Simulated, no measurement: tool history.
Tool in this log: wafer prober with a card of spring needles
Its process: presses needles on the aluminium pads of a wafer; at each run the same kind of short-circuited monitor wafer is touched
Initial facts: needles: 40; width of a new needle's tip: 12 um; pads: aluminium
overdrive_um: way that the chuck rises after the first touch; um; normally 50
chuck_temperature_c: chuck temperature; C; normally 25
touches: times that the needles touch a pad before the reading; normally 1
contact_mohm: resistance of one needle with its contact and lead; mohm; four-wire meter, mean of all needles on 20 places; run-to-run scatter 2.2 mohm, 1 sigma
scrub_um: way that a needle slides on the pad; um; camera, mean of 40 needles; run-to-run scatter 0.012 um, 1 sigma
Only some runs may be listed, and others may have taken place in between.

| run | hour | overdrive_um | chuck_temperature_c | touches | contact_mohm | scrub_um |
|---|---|---|---|---|---|---|
| 1 | 0.0 | 50 | 25 | 1 | 249 | 9.50 |
|  | 13.0 | tips cleaned on abrasive film |
| 2 | 13.9 | 50 | 25 | 1 | 245 | 9.50 |
|  | 28.3 | tips cleaned on abrasive film |
| 3 | 34.2 | 50 | 25 | 1 | 246 | 9.50 |
|  | 44.9 | tips cleaned on abrasive film |
| 4 | 49.5 | 50 | 25 | 1 | 251 | 9.50 |
|  | 61.0 | tips cleaned on abrasive film |
| 5 | 71.0 | 50 | 25 | 2 | 250 | 9.49 |
|  | 77.4 | tips cleaned on abrasive film |
| 6 | 82.4 | 50 | 25 | 1 | 253 | 9.49 |
|  | 93.2 | tips cleaned on abrasive film |
| 7 | 102.8 | 50 | 25 | 1 | 246 | 9.51 |
|  | 108.9 | tips cleaned on abrasive film |
| 8 | 121.0 | 50 | 25 | 1 | 244 | 9.51 |
|  | 124.7 | tips cleaned on abrasive film |
|  | 125.0 | height of the first contact set anew |
|  | 141.5 | tips cleaned on abrasive film |
| 9 | 143.0 | 50 | 32 | 1 | 251 | 9.49 |
| 10 | 152.4 | 31 | 32 | 1 | 260 | 5.88 |
|  | 156.7 | tips cleaned on abrasive film |
| 11 | 162.7 | 31 | 32 | 1 | 261 | 5.89 |
|  | 173.3 | tips cleaned on abrasive film |
| 12 | 174.8 | 31 | 32 | 1 | 259 | 5.91 |
|  | 189.7 | tips cleaned on abrasive film |
| 13 | 192.9 | 31 | 32 | 1 | 254 | 5.89 |
|  | 205.2 | tips cleaned on abrasive film |
| 14 | 215.0 | 50 | 25 | 1 | 250 | 9.51 |
|  | 221.4 | tips cleaned on abrasive film |
| 15 | 232.2 | 50 | 25 | 1 | 247 | 9.52 |
|  | 238.0 | tips cleaned on abrasive film |
| 16 | 244.1 | 50 | 25 | 1 | 250 | 9.49 |
|  | 254.2 | tips cleaned on abrasive film |
| 17 | 258.7 | 50 | 25 | 1 | 247 | 9.53 |
|  | 269.9 | tips cleaned on abrasive film |
| 18 | 272.5 | 50 | 25 | 1 | 246 | 9.53 |
| 19 | 282.8 | 43 | 35 | 2 | 255 | 8.20 |
|  | 286.0 | tips cleaned on abrasive film |
| 20 | 295.6 | 35 | 37 | 1 | 259 | 6.65 |
|  | 301.9 | tips cleaned on abrasive film |
| 21 | 310.3 | 35 | 37 | 1 | 255 | 6.67 |
|  | 318.4 | tips cleaned on abrasive film |
| 22 | 330.2 | 62 | 29 | 1 | 241 | 11.82 |
|  | 334.1 | tips cleaned on abrasive film |
| 23 | 347.6 | 62 | 29 | 1 | 246 | 11.82 |
|  | 349.5 | tips cleaned on abrasive film |
|  | 364.8 | tips cleaned on abrasive film |
| 24 | 367.0 | 62 | 29 | 1 | 244 | 11.82 |
|  | 380.2 | tips cleaned on abrasive film |
| 25 | 383.2 | 37 | 25 | 1 | 248 | 7.06 |
| 26 | 392.4 | 55 | 98 | 1 | 268 | 10.48 |
|  | 395.6 | tips cleaned on abrasive film |
|  | 411.0 | tips cleaned on abrasive film |
| 27 | 414.1 | 55 | 98 | 1 | 267 | 10.49 |
|  | 426.3 | tips cleaned on abrasive film |
| 28 | 426.3 | 66 | 98 | 1 | 270 | 12.61 |

Estimate the outcome of run 29 from the log above:
| 29 | 440.3 | 45 | 96 | 1 | ? | ? |

{"run 29": {"contact_mohm": 267, "scrub_um": 8.58}}
On a tool with no hidden condition, and with the same random variation, this run would have come out at contact_mohm 266 mohm, scrub_um 8.52 um.
